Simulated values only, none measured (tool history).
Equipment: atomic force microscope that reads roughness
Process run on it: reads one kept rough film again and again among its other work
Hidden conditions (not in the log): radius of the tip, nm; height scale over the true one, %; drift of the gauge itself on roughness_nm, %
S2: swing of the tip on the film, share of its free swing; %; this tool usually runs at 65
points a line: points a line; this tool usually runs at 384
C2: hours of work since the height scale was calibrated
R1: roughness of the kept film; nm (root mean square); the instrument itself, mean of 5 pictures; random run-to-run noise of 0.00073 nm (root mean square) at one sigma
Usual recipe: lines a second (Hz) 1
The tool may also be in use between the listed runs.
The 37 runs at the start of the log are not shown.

Run 38, hour 1295.5: usual settings but lines a second (Hz) 2.4, S2 57 %; pictures with this tip 103; C2 338. Result: R1 0.4786 nm (root mean square).
Run 39, hour 1324.7: usual settings but lines a second (Hz) 0.53, points a line 387; pictures with this tip 143; C2 359. Result: R1 0.4952 nm (root mean square).
At hour 1343.3: new tip fitted.
Run 40, hour 1358.1: usual settings but lines a second (Hz) 0.9, S2 89 %, points a line 298; pictures with this tip 20; C2 382. Result: R1 0.4483 nm (root mean square).
Run 41, hour 1378.7: usual settings but lines a second (Hz) 0.9, S2 74 %, points a line 298; pictures with this tip 49; C2 396. Result: R1 0.4776 nm (root mean square).
Run 42, hour 1408.1: usual settings but lines a second (Hz) 3.84, S2 72 %, points a line 640; pictures with this tip 89; C2 417. Result: R1 0.4079 nm (root mean square).
Run 43, hour 1436.8: usual settings but lines a second (Hz) 3.84, S2 72 %, points a line 640; pictures with this tip 128; C2 437. Result: R1 0.4077 nm (root mean square).
Run 44, hour 1462.5: usual settings but lines a second (Hz) 2.99, S2 57 %, points a line 459; pictures with this tip 163; C2 455. Result: R1 0.4706 nm (root mean square).
At hour 1467.4: new tip fitted.
Run 45, hour 1506.7: usual settings but lines a second (Hz) 1.26, S2 85 %, points a line 858; pictures with this tip 54; C2 486. Result: R1 0.4415 nm (root mean square).
Run 46, hour 1530.2: usual settings but lines a second (Hz) 3.27, S2 85 %, points a line 858; pictures with this tip 87; C2 502. Result: R1 0.3602 nm (root mean square).
Run 47, hour 1573.8: usual settings but lines a second (Hz) 0.82, S2 73 %, points a line 341; pictures with this tip 146; C2 533. Result: R1 0.4805 nm (root mean square).
At hour 1590.8: new tip fitted.
Run 48, hour 1602.6: usual settings but lines a second (Hz) 0.82, S2 73 %, points a line 316; pictures with this tip 16; C2 553. Result: R1 0.4841 nm (root mean square).
Run 49, hour 1640.6: usual settings but lines a second (Hz) 0.58, S2 82 %, points a line 311; pictures with this tip 68; C2 579. Result: R1 0.4792 nm (root mean square).
Run 50, hour 1669.2: usual settings but lines a second (Hz) 1.28, S2 67 %, points a line 701; pictures with this tip 108; C2 599. Result: R1 0.4777 nm (root mean square).
Run 51, hour 1704.9: usual settings but lines a second (Hz) 1.28, S2 67 %, points a line 701; pictures with this tip 156; C2 625. Result: R1 0.4786 nm (root mean square).

3 ways to go on from here, each from the tool as it stands after run 51. What would each give?
At hour 1714.8: new tip fitted.
Run A, hour 1731.5: usual settings but S2 72 %; pictures with this tip 23; C2 643. Result: R1 ?.
At hour 1714.8: new tip fitted.
Run B, hour 1731.5: usual settings but lines a second (Hz) 2.06; pictures with this tip 23; C2 643. Result: R1 ?.
At hour 1714.8: new tip fitted.
Run C, hour 1731.5: usual settings but lines a second (Hz) 2.43, S2 80 %, points a line 701; pictures with this tip 23; C2 643. Result: R1 ?.

run      R1
  A   0.479
  B  0.4695
  C   0.414
What these runs would have given with no unlogged condition in the tool:
run      R1
  A  0.4762
  B  0.4668
  C  0.4116
